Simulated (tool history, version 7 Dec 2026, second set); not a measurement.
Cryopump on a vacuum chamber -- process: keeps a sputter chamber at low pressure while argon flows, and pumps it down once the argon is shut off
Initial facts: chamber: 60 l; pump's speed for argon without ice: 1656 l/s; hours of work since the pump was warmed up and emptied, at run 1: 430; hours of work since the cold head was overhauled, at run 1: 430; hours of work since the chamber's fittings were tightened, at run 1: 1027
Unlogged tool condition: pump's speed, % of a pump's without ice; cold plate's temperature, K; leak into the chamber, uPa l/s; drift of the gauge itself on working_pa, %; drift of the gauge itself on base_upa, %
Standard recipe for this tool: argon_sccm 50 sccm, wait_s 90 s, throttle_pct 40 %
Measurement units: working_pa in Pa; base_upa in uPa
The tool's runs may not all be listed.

run   hour  argon_sccm  wait_s  throttle_pct  hours of work since the pump was warmed up and emptied  hours of work since the cold head was overhauled  hours of work since the chamber's fittings were tightened  working_pa  base_upa
  1    0.0          50      90            40                                                     430                                               430                                                       1027      0.1333      1.44
  2   26.3          50     203            40                                                     441                                               441                                                       1037      0.1332      0.94
  3   50.9          50      96            40                                                     451                                               451                                                       1047      0.1353      1.37
  4   72.2          50      90            24                                                     459                                               459                                                       1056      0.2191      1.43
  5   89.5          50      90            29                                                     466                                               466                                                       1063      0.1834      1.43
  6  105.0          50      29            40                                                     473                                               473                                                       1069      0.1347      3.55
  7  135.2          50      29            40                                                     485                                               485                                                       1081      0.1345      3.62
  8  157.8          50      29            40                                                     494                                               494                                                       1090      0.1355      3.52
  9  178.9          50      90            40                                                     502                                               502                                                       1099      0.1359      1.48
 10  197.4          50      90            40                                                     510                                               510                                                       1106      0.1357      1.51
 11  212.6          50      90            40                                                     516                                               516                                                       1112      0.1362      1.48
 12  232.7          50      90            40                                                     524                                               524                                                       1121      0.1357      1.52
 13  246.1          50      90            40                                                     529                                               529                                                       1126      0.1350      1.41
 14  263.2          50      90            24                                                     536                                               536                                                       1133      0.2211      1.48
 15  286.0          21      82            16                                                     546                                               546                                                       1142      0.1358      1.60
 16  303.4          32     247            40                                                     553                                               553                                                       1149      0.0853      0.84
 17  326.4          50      59            40                                                     562                                               562                                                       1158      0.1361      1.97
 18  352.2          72      27            18                                                     572                                               572                                                       1169      0.4199      3.79
 19  375.9          72      27            18                                                     582                                               582                                                       1178      0.4201      3.67

Measured result minus the same run's result without the hidden state. Both carry the same run-to-run variation, though not necessarily the same gauge scatter:
run  working_pa  base_upa
  1     +0.0059     +0.30
  2     +0.0060     +0.29
  3     +0.0062     +0.29
  4     +0.0063     +0.31
  5     +0.0064     +0.31
  6     +0.0065     +0.32
  7     +0.0067     +0.33
  8     +0.0069     +0.32
  9     +0.0069     +0.32
 10     +0.0071     +0.33
 11     +0.0071     +0.33
 12     +0.0073     +0.34
 13     +0.0074     +0.32
 14     +0.0075     +0.33
 15     +0.0031     +0.34
 16     +0.0049     +0.34
 17     +0.0079     +0.34
 18     +0.0115     +0.35
 19     +0.0117     +0.34
